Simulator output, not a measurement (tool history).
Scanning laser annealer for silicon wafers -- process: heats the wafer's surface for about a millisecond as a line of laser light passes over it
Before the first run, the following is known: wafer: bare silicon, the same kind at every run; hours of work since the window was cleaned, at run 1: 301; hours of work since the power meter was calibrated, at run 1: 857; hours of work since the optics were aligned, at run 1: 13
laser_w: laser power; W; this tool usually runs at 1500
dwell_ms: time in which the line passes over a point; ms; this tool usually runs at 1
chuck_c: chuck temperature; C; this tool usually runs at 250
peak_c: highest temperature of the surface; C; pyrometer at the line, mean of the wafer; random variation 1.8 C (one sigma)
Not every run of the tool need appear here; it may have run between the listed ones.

run,hour,laser_w,dwell_ms,chuck_c,hours of work since the window was cleaned,hours of work since the power meter was calibrated,hours of work since the optics were aligned,peak_c
1,0,1500,1,250,301,857,13,991
2,30,1356,1,250,325,881,36,917
3,57.3,1500,1,250,346,902,58,987
4,82,1500,1,250,366,922,78,987
5,95.8,1353,1,250,377,933,89,909
6,114.4,1353,1,250,392,948,103,903
7,128,1353,1,250,403,959,114,905
8,157.8,1353,1,250,426,982,138,901
# hour 172.8: window over the wafer cleaned
9,179.7,1353,1,250,5,998,154,940
10,196.2,1353,1,250,19,1011,167,940
11,225.6,1353,1.2,250,42,1035,190,1012
12,250.5,1500,1,218,62,1054,210,979
13,269.1,1500,1,218,77,1069,225,977
14,284.3,1500,1,232,89,1081,237,987
15,304.5,1500,1,232,105,1097,253,987
16,321.3,1500,1,232,118,1111,266,986
17,337.9,1500,1,232,131,1124,280,987
18,361.8,1500,1,232,150,1143,299,981
19,383.9,1279,0.81,212,168,1160,316,775
20,397.1,1279,0.81,212,178,1171,327,773
21,424.7,1279,0.81,212,200,1193,349,774
22,444.1,1500,1,247,216,1208,364,991
23,458.5,1421,1,210,227,1220,376,911
24,472.7,1304,1,225,238,1231,387,864
25,494.8,1306,1,280,256,1249,404,917
26,516.3,1500,1.01,265,273,1266,422,1003
27,530.7,1559,1,269,285,1277,433,1031
28,552.9,1334,1.16,240,302,1295,451,944
29,579.3,1534,0.81,270,323,1316,472,931
30,604.9,1534,0.81,270,344,1336,492,931
31,634.4,1393,0.86,238,367,1360,515,855
32,662.8,1565,1.2,257,390,1382,538,1087
33,677.7,1445,0.79,244,401,1394,550,846
34,692.8,1445,0.79,244,413,1406,562,848
35,712.9,1445,0.7,244,429,1422,578,805
# hour 724.6: window over the wafer cleaned
36,732.9,1568,1.22,250,7,1436,592,1140

Forecast each of these 4 alternatives for the next run:
A,762.5,1297,0.82,259,30,1460,616,?
B,762.5,1387,1.07,250,30,1460,616,?
C,762.5,1568,1.11,250,30,1460,616,?
D,762.5,1594,1.05,211,30,1460,616,?

run,peak_c
A,839
B,974
C,1090
D,1035
Without the tool's hidden state the same runs would have given:
run,peak_c
A,851
B,989
C,1107
D,1052
